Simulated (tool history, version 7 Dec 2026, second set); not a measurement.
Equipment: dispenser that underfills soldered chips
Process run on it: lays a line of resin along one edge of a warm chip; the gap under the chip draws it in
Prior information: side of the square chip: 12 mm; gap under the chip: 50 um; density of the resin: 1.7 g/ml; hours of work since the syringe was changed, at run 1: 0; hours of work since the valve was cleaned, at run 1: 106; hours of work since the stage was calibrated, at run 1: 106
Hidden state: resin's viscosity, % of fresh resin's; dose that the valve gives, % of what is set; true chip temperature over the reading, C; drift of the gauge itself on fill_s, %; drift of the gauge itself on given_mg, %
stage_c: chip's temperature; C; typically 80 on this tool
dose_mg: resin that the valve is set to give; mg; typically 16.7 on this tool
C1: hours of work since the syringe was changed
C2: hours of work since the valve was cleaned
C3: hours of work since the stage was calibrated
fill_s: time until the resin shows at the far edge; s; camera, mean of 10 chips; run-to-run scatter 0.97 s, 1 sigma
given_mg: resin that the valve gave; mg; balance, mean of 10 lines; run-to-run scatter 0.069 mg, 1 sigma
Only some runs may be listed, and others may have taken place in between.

run 1 hour=0.0 | stage_c=80 dose_mg=16.7 | C1=0 C2=106 C3=106 | fill_s=92.3 given_mg=15.73
run 2 hour=7.6 | stage_c=80 dose_mg=16.7 | C1=6 C2=112 C3=112 | fill_s=127.7 given_mg=15.65
-- hour=11.9 dispensing valve cleaned and set on the balance
run 3 hour=12.6 | stage_c=80 dose_mg=16.7 | C1=9 C2=1 C3=115 | fill_s=150.3 given_mg=16.73
-- hour=15.1 new syringe of resin
run 4 hour=21.0 | stage_c=80 dose_mg=16.7 | C1=5 C2=7 C3=121 | fill_s=119.7 given_mg=16.72
run 5 hour=26.9 | stage_c=80 dose_mg=16.7 | C1=9 C2=11 C3=126 | fill_s=149.8 given_mg=16.59
-- hour=29.2 new syringe of resin
run 6 hour=33.6 | stage_c=80 dose_mg=16.7 | C1=3 C2=16 C3=131 | fill_s=112.4 given_mg=16.52
run 7 hour=39.3 | stage_c=80 dose_mg=18.2 | C1=8 C2=21 C3=135 | fill_s=140.8 given_mg=18.12
run 8 hour=42.6 | stage_c=80 dose_mg=19.6 | C1=10 C2=23 C3=138 | fill_s=157.7 given_mg=19.47
-- hour=43.3 new syringe of resin
run 9 hour=49.9 | stage_c=80 dose_mg=19.6 | C1=5 C2=29 C3=143 | fill_s=117.8 given_mg=19.35
run 10 hour=54.1 | stage_c=80 dose_mg=19.6 | C1=8 C2=32 C3=146 | fill_s=139.0 given_mg=19.22
-- hour=57.4 new syringe of resin
run 11 hour=60.2 | stage_c=93 dose_mg=16.7 | C1=2 C2=37 C3=151 | fill_s=59.3 given_mg=16.38
run 12 hour=65.6 | stage_c=93 dose_mg=16.7 | C1=6 C2=41 C3=155 | fill_s=75.9 given_mg=16.32
run 13 hour=71.0 | stage_c=93 dose_mg=16.7 | C1=11 C2=45 C3=159 | fill_s=94.0 given_mg=16.29
-- hour=72.0 new syringe of resin
run 14 hour=79.0 | stage_c=90 dose_mg=14.5 | C1=5 C2=51 C3=165 | fill_s=86.0 given_mg=14.09
run 15 hour=85.6 | stage_c=78 dose_mg=20.2 | C1=11 C2=56 C3=170 | fill_s=174.6 given_mg=19.74
-- hour=86.5 new syringe of resin
run 16 hour=89.5 | stage_c=79 dose_mg=20.9 | C1=2 C2=59 C3=173 | fill_s=107.4 given_mg=20.31
run 17 hour=97.0 | stage_c=79 dose_mg=20.9 | C1=8 C2=65 C3=179 | fill_s=145.3 given_mg=20.13
-- hour=100.7 new syringe of resin
run 18 hour=105.1 | stage_c=72 dose_mg=16.1 | C1=3 C2=71 C3=185 | fill_s=167.0 given_mg=15.53
run 19 hour=108.3 | stage_c=72 dose_mg=16.1 | C1=6 C2=73 C3=188 | fill_s=191.5 given_mg=15.49
-- hour=114.7 new syringe of resin
run 20 hour=114.7 | stage_c=82 dose_mg=15.0 | C1=0 C2=78 C3=192 | fill_s=89.9 given_mg=14.36
run 21 hour=118.4 | stage_c=82 dose_mg=15.0 | C1=3 C2=81 C3=195 | fill_s=103.3 given_mg=14.49

Measured result minus the same run's result without the hidden state. Both carry the same run-to-run variation, though not necessarily the same gauge scatter:
run=1 fill_s=+1.8 given_mg=-0.99
run=2 fill_s=+36.0 given_mg=-1.03
run=3 fill_s=+57.0 given_mg=+0.01
run=4 fill_s=+27.1 given_mg=-0.05
run=5 fill_s=+59.1 given_mg=-0.09
run=6 fill_s=+20.2 given_mg=-0.13
run=7 fill_s=+49.2 given_mg=-0.18
run=8 fill_s=+68.3 given_mg=-0.23
run=9 fill_s=+28.0 given_mg=-0.28
run=10 fill_s=+50.0 given_mg=-0.31
run=11 fill_s=+7.2 given_mg=-0.30
run=12 fill_s=+22.3 given_mg=-0.34
run=13 fill_s=+40.8 given_mg=-0.37
run=14 fill_s=+23.9 given_mg=-0.37
run=15 fill_s=+77.4 given_mg=-0.56
run=16 fill_s=+14.6 given_mg=-0.61
run=17 fill_s=+52.9 given_mg=-0.67
run=18 fill_s=+32.5 given_mg=-0.56
run=19 fill_s=+56.7 given_mg=-0.59
run=20 fill_s=+2.5 given_mg=-0.59
run=21 fill_s=+17.3 given_mg=-0.61
